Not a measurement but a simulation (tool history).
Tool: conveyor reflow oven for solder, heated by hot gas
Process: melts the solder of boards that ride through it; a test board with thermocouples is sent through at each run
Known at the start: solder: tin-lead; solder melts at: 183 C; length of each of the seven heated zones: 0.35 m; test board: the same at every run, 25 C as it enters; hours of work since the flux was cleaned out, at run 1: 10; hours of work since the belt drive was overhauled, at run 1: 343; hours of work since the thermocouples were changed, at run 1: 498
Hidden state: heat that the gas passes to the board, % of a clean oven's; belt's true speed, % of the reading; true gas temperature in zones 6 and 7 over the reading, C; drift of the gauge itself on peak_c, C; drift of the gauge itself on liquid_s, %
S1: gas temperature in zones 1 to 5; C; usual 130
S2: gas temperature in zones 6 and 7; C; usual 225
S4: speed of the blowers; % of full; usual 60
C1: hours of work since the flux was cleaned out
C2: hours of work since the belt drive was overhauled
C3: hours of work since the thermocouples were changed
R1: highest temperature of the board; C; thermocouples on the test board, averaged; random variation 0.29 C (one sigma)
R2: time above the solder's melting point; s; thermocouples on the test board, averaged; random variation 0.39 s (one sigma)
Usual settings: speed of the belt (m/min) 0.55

run 1 day=0 | S1=130 S2=225 speed_of_the_belt_(m/min)=0.55 S4=60 | C1=10 C2=343 C3=498 | R1=203.6 R2=40.5
run 2 day=1.446 | S1=130 S2=225 speed_of_the_belt_(m/min)=0.55 S4=60 | C1=28 C2=362 C3=516 | R1=203.3 R2=39.8
run 3 day=3.5 | S1=130 S2=225 speed_of_the_belt_(m/min)=0.55 S4=60 | C1=54 C2=388 C3=542 | R1=203.4 R2=40.3
-- day=3.692 thermocouples of zones 6 and 7 changed
run 4 day=5.229 | S1=130 S2=225 speed_of_the_belt_(m/min)=0.55 S4=60 | C1=75 C2=409 C3=19 | R1=204.2 R2=39.4
run 5 day=7.521 | S1=130 S2=225 speed_of_the_belt_(m/min)=0.55 S4=60 | C1=104 C2=438 C3=49 | R1=203.6 R2=39.6
run 6 day=9.175 | S1=130 S2=225 speed_of_the_belt_(m/min)=0.55 S4=60 | C1=125 C2=459 C3=70 | R1=203.9 R2=39.7
run 7 day=11.562 | S1=130 S2=225 speed_of_the_belt_(m/min)=0.55 S4=60 | C1=156 C2=489 C3=100 | R1=203.7 R2=40.5
run 8 day=12.717 | S1=130 S2=225 speed_of_the_belt_(m/min)=0.504 S4=60 | C1=170 C2=504 C3=115 | R1=206.1 R2=48.1
run 9 day=14.9 | S1=130 S2=225 speed_of_the_belt_(m/min)=0.504 S4=60 | C1=198 C2=531 C3=142 | R1=206.9 R2=47.7
-- day=16.392 flux residue cleaned out of gas plates and filters
run 10 day=17.058 | S1=130 S2=225 speed_of_the_belt_(m/min)=0.504 S4=60 | C1=8 C2=556 C3=167 | R1=206.5 R2=49
run 11 day=18.679 | S1=130 S2=225 speed_of_the_belt_(m/min)=0.504 S4=60 | C1=29 C2=577 C3=188 | R1=206.7 R2=48.5
run 12 day=19.708 | S1=130 S2=225 speed_of_the_belt_(m/min)=0.55 S4=60 | C1=42 C2=590 C3=201 | R1=203.5 R2=39.4
run 13 day=21.358 | S1=130 S2=225 speed_of_the_belt_(m/min)=0.55 S4=60 | C1=63 C2=611 C3=222 | R1=203.9 R2=40.6
run 14 day=22.704 | S1=130 S2=225 speed_of_the_belt_(m/min)=0.55 S4=60 | C1=80 C2=628 C3=239 | R1=204.3 R2=40.1
run 15 day=23.738 | S1=130 S2=225 speed_of_the_belt_(m/min)=0.55 S4=60 | C1=93 C2=641 C3=252 | R1=203.8 R2=40
run 16 day=25.292 | S1=130 S2=225 speed_of_the_belt_(m/min)=0.534 S4=60 | C1=113 C2=661 C3=271 | R1=205.1 R2=42.7
run 17 day=26.396 | S1=130 S2=225 speed_of_the_belt_(m/min)=0.534 S4=60 | C1=127 C2=675 C3=285 | R1=204.5 R2=43.3
run 18 day=27.55 | S1=144 S2=237 speed_of_the_belt_(m/min)=0.56 S4=89 | C1=142 C2=689 C3=300 | R1=221.6 R2=62.1
run 19 day=29.642 | S1=128 S2=237 speed_of_the_belt_(m/min)=0.454 S4=85 | C1=168 C2=716 C3=327 | R1=225.1 R2=73.6
run 20 day=31.967 | S1=123 S2=237 speed_of_the_belt_(m/min)=0.454 S4=59 | C1=198 C2=745 C3=356 | R1=218.9 R2=65
-- day=33.462 flux residue cleaned out of gas plates and filters
run 21 day=34.562 | S1=119 S2=221 speed_of_the_belt_(m/min)=0.503 S4=62 | C1=14 C2=776 C3=386 | R1=201.8 R2=39.8
run 22 day=35.779 | S1=130 S2=225 speed_of_the_belt_(m/min)=0.487 S4=60 | C1=29 C2=791 C3=402 | R1=208.1 R2=52.1
run 23 day=37.288 | S1=130 S2=225 speed_of_the_belt_(m/min)=0.487 S4=60 | C1=49 C2=810 C3=421 | R1=208.3 R2=51.3
run 24 day=39.096 | S1=130 S2=225 speed_of_the_belt_(m/min)=0.618 S4=50 | C1=71 C2=833 C3=444 | R1=195.9 R2=24.6
run 25 day=41.317 | S1=130 S2=231 speed_of_the_belt_(m/min)=0.55 S4=60 | C1=100 C2=861 C3=472 | R1=208.8 R2=45.2
run 26 day=43.508 | S1=130 S2=214 speed_of_the_belt_(m/min)=0.476 S4=82 | C1=127 C2=889 C3=500 | R1=203.3 R2=49.4
run 27 day=45.733 | S1=128 S2=223 speed_of_the_belt_(m/min)=0.466 S4=51 | C1=156 C2=917 C3=528 | R1=204.3 R2=49.4
-- day=46.996 thermocouples of zones 6 and 7 changed
run 28 day=47.917 | S1=142 S2=225 speed_of_the_belt_(m/min)=0.55 S4=60 | C1=182 C2=944 C3=12 | R1=206 R2=47.5
run 29 day=50.296 | S1=125 S2=225 speed_of_the_belt_(m/min)=0.55 S4=58 | C1=213 C2=974 C3=42 | R1=201.5 R2=36.9
-- day=50.662 flux residue cleaned out of gas plates and filters
run 30 day=52.146 | S1=125 S2=225 speed_of_the_belt_(m/min)=0.55 S4=58 | C1=19 C2=995 C3=63 | R1=201.5 R2=36.3
run 31 day=53.533 | S1=131 S2=240 speed_of_the_belt_(m/min)=0.648 S4=60 | C1=36 C2=1013 C3=80 | R1=209.2 R2=38.7

Forecast each of these 3 alternatives for the next run:
run A day=54.812 | S1=117 S2=231 speed_of_the_belt_(m/min)=0.55 S4=70 | C1=53 C2=1029 C3=97 | R1=? R2=?
run B day=54.812 | S1=128 S2=225 speed_of_the_belt_(m/min)=0.55 S4=66 | C1=53 C2=1029 C3=97 | R1=? R2=?
run C day=54.812 | S1=130 S2=229 speed_of_the_belt_(m/min)=0.579 S4=60 | C1=53 C2=1029 C3=97 | R1=? R2=?

run=A R1=208.7 R2=43
run=B R1=205.1 R2=42
run=C R1=205 R2=39.2
Without the tool's hidden state the same runs would have given:
run=A R1=208.7 R2=42.9
run=B R1=205.1 R2=41.9
run=C R1=205 R2=39.1

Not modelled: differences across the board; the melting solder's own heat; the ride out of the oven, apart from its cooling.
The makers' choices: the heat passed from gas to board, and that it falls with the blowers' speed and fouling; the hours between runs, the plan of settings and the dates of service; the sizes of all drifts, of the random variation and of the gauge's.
